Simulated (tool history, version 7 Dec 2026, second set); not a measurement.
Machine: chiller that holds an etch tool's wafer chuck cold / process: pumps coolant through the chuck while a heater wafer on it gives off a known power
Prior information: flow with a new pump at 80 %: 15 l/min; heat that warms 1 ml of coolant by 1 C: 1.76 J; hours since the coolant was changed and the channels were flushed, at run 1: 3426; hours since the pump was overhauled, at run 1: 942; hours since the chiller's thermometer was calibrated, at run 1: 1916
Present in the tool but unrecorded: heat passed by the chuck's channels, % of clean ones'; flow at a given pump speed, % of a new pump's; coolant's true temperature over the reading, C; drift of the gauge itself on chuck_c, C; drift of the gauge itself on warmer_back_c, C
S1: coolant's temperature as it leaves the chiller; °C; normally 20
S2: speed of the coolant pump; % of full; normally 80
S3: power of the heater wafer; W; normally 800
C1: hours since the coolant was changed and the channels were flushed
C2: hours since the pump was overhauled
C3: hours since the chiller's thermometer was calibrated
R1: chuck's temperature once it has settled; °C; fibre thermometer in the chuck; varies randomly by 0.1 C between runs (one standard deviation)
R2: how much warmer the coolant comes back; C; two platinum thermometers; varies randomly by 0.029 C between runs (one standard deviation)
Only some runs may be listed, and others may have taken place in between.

| run | day | S1 | S2 | S3 | C1 | C2 | C3 | R1 | R2 |
|---|---|---|---|---|---|---|---|---|---|
| 1 | 0.000 | 20 | 80 | 800 | 3426 | 942 | 1916 | 25.5 | 1.87 |
| 2 | 2.212 | 20 | 86 | 800 | 3479 | 995 | 1969 | 25.4 | 1.75 |
| 3 | 4.892 | 20 | 86 | 420 | 3544 | 1059 | 2034 | 23.2 | 0.93 |
| 4 | 7.733 | 20 | 86 | 420 | 3612 | 1127 | 2102 | 23.3 | 0.93 |
| 5 | 11.046 | 20 | 86 | 420 | 3691 | 1207 | 2181 | 23.0 | 0.90 |
| 6 | 14.367 | 20 | 86 | 420 | 3771 | 1286 | 2261 | 22.9 | 0.86 |
| 7 | 18.154 | 20 | 86 | 420 | 3862 | 1377 | 2352 | 23.3 | 0.93 |
| 8 | 20.304 | 13 | 86 | 457 | 3914 | 1429 | 2403 | 16.4 | 0.98 |
| 9 | 22.792 | 28 | 79 | 563 | 3973 | 1489 | 2463 | 32.3 | 1.35 |
| 10 | 26.554 | 10 | 89 | 800 | 4064 | 1579 | 2553 | 15.5 | 1.71 |
| 11 | 30.762 | 16 | 80 | 1012 | 4165 | 1680 | 2654 | 23.3 | 2.40 |
| 12 | 32.846 | 16 | 80 | 495 | 4215 | 1730 | 2704 | 19.8 | 1.16 |
| 13 | 36.329 | 21 | 78 | 1172 | 4298 | 1814 | 2788 | 29.3 | 2.90 |
| 14 | 38.600 | 16 | 89 | 460 | 4353 | 1868 | 2843 | 19.6 | 0.95 |

The logged runs with the hidden state left out (each run's random variation unchanged):
| run | R1 | R2 |
|---|---|---|
| 1 | 24.6 | 1.82 |
| 2 | 24.5 | 1.70 |
| 3 | 22.5 | 0.91 |
| 4 | 22.5 | 0.91 |
| 5 | 22.2 | 0.87 |
| 6 | 22.2 | 0.83 |
| 7 | 22.4 | 0.89 |
| 8 | 15.6 | 0.95 |
| 9 | 31.4 | 1.30 |
| 10 | 14.3 | 1.64 |
| 11 | 22.0 | 2.30 |
| 12 | 18.9 | 1.11 |
| 13 | 27.7 | 2.77 |
| 14 | 18.6 | 0.91 |

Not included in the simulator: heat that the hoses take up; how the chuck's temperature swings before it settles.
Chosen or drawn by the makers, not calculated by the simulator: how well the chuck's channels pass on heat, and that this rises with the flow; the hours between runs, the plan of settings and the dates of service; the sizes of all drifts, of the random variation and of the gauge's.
